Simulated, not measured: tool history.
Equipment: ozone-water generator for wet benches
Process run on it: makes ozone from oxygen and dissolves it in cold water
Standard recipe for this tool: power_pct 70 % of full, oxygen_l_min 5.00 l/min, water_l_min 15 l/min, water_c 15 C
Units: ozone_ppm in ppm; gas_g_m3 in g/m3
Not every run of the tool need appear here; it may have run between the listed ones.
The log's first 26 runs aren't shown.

| run | hour | power_pct | oxygen_l_min | water_l_min | water_c | ozone_ppm | gas_g_m3 |
|---|---|---|---|---|---|---|---|
| 27 | 1372.7 | 48 | 6.44 | 9 | 11 | 29.7 | 158.7 |
| 28 | 1423.2 | 44 | 6.44 | 15 | 11 | 20.0 | 150.4 |
| 29 | 1462.4 | 44 | 6.44 | 15 | 11 | 19.9 | 151.9 |
| 30 | 1530.7 | 70 | 6.41 | 11 | 8 | 35.4 | 200.9 |
| 31 | 1582.5 | 46 | 4.42 | 19 | 13 | 17.1 | 199.1 |
| 32 | 1618.5 | 46 | 4.42 | 13 | 13 | 23.4 | 199.3 |
| 33 | 1679.3 | 49 | 4.42 | 10 | 19 | 27.0 | 206.5 |
| 34 | 1711.8 | 49 | 4.42 | 10 | 19 | 26.6 | 204.8 |

Below are 3 alternative next runs, each starting from the tool's condition after run 34. Predict each:
| A | 1753.8 | 91 | 5.00 | 10 | 14 | ? | ? |
| B | 1753.8 | 78 | 5.00 | 15 | 15 | ? | ? |
| C | 1753.8 | 61 | 5.00 | 15 | 15 | ? | ? |

| run | ozone_ppm | gas_g_m3 |
|---|---|---|
| A | 42.2 | 280.0 |
| B | 28.2 | 255.6 |
| C | 23.9 | 217.7 |
The same runs, with their run-to-run variation unchanged, on a tool lacking any hidden condition would have given:
| run | ozone_ppm | gas_g_m3 |
|---|---|---|
| A | 46.1 | 296.4 |
| B | 30.7 | 269.3 |
| C | 25.9 | 227.5 |
